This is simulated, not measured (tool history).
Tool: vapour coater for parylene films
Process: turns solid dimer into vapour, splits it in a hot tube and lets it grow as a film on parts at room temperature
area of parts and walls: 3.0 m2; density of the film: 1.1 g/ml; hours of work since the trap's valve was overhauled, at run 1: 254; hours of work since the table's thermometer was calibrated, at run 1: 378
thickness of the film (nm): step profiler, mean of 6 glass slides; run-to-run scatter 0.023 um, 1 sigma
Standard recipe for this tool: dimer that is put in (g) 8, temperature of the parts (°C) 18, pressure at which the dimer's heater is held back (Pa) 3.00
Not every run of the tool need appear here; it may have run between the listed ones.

| run | day | dimer that is put in (g) | temperature of the parts (°C) | pressure at which the dimer's heater is held back (Pa) | hours of work since the trap's valve was overhauled | hours of work since the table's thermometer was calibrated | thickness of the film (nm) |
|---|---|---|---|---|---|---|---|
| 1 | 0.000 | 8 | 18 | 3.00 | 254 | 378 | 1460 |
| 2 | 1.067 | 8 | 18 | 3.00 | 266 | 389 | 1470 |
| 3 | 1.971 | 8 | 18 | 3.00 | 275 | 399 | 1460 |
| 4 | 2.492 | 8 | 18 | 3.00 | 281 | 404 | 1430 |
| 5 | 3.062 | 8 | 18 | 2.29 | 287 | 410 | 1540 |
| 6 | 3.992 | 8 | 18 | 3.00 | 297 | 420 | 1430 |
| 7 | 4.925 | 8 | 18 | 3.00 | 306 | 430 | 1440 |
| 8 | 5.500 | 3 | 18 | 3.00 | 312 | 436 | 580 |
| 9 | 6.421 | 8 | 18 | 3.00 | 322 | 446 | 1460 |
| 10 | 6.933 | 12 | 24 | 3.00 | 328 | 451 | 1820 |
| 11 | 7.646 | 14 | 24 | 3.00 | 335 | 459 | 2150 |
| 12 | 8.333 | 14 | 24 | 3.00 | 342 | 466 | 2180 |
| 13 | 9.179 | 12 | 19 | 6.56 | 351 | 475 | 1900 |
| 14 | 9.925 | 12 | 19 | 6.56 | 359 | 483 | 1940 |
| 15 | 10.554 | 12 | 19 | 6.56 | 366 | 489 | 1910 |
| 16 | 11.683 | 6 | 13 | 7.19 | 378 | 501 | 1140 |
| 17 | 12.562 | 11 | 21 | 7.19 | 387 | 510 | 1640 |

Below are 4 alternative next runs, each starting from the tool's condition after run 17. Predict each:
| A | 13.546 | 4 | 18 | 5.00 | 397 | 521 | ? |
| B | 13.546 | 8 | 18 | 7.60 | 397 | 521 | ? |
| C | 13.546 | 8 | 11 | 3.00 | 397 | 521 | ? |
| D | 13.546 | 14 | 21 | 2.66 | 397 | 521 | ? |

| run | thickness of the film (nm) |
|---|---|
| A | 670 |
| B | 1280 |
| C | 1760 |
| D | 2360 |
With no hidden state in the tool, these same runs would have given:
| run | thickness of the film (nm) |
|---|---|
| A | 670 |
| B | 1280 |
| C | 1770 |
| D | 2370 |

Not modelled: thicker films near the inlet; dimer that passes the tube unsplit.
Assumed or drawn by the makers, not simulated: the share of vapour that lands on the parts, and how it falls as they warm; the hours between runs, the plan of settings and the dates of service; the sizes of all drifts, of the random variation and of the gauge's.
